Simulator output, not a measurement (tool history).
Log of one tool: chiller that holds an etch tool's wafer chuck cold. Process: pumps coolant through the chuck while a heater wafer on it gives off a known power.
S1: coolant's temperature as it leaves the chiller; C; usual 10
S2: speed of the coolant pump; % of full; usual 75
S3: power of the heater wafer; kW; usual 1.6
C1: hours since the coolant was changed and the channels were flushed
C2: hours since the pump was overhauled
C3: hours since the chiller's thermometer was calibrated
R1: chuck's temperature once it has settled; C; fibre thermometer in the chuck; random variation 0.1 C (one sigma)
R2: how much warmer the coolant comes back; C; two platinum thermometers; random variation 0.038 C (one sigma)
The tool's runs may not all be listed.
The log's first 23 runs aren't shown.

run 24 day=28.896 | S1=10 S2=79 S3=1.742 | C1=1353 C2=1301 C3=2507 | R1=34.6 R2=7.99
run 25 day=30.367 | S1=10 S2=79 S3=1.742 | C1=1389 C2=1336 C3=2542 | R1=34.7 R2=7.99
run 26 day=31.454 | S1=10 S2=84 S3=0.805 | C1=1415 C2=1362 C3=2568 | R1=20.9 R2=3.49
run 27 day=32.921 | S1=8 S2=77 S3=1.272 | C1=1450 C2=1397 C3=2603 | R1=26.4 R2=6.07
run 28 day=33.938 | S1=13 S2=77 S3=1.728 | C1=1475 C2=1422 C3=2628 | R1=38 R2=8.18
run 29 day=34.908 | S1=13 S2=77 S3=1.728 | C1=1498 C2=1445 C3=2651 | R1=38.1 R2=8.19
run 30 day=36.375 | S1=16 S2=75 S3=1.6 | C1=1533 C2=1480 C3=2686 | R1=39.9 R2=7.8
run 31 day=38.079 | S1=16 S2=76 S3=1.438 | C1=1574 C2=1521 C3=2727 | R1=37.1 R2=6.91
run 32 day=39.988 | S1=1 S2=76 S3=1.438 | C1=1620 C2=1567 C3=2773 | R1=22.1 R2=6.96

Forecast each of these 4 alternatives for the next run:
run A day=41.167 | S1=10 S2=66 S3=1.6 | C1=1648 C2=1595 C3=2801 | R1=? R2=?
run B day=41.167 | S1=1 S2=66 S3=1.009 | C1=1648 C2=1595 C3=2801 | R1=? R2=?
run C day=41.167 | S1=1 S2=88 S3=2.319 | C1=1648 C2=1595 C3=2801 | R1=? R2=?
run D day=41.167 | S1=10 S2=89 S3=2.09 | C1=1648 C2=1595 C3=2801 | R1=? R2=?

run=A R1=36.6 R2=9.02
run=B R1=17.9 R2=5.66
run=C R1=31.3 R2=9.57
run=D R1=37 R2=8.48
Without the tool's hidden state the same runs would have given:
run=A R1=34.5 R2=8.72
run=B R1=16.6 R2=5.48
run=C R1=29 R2=9.25
run=D R1=35 R2=8.2

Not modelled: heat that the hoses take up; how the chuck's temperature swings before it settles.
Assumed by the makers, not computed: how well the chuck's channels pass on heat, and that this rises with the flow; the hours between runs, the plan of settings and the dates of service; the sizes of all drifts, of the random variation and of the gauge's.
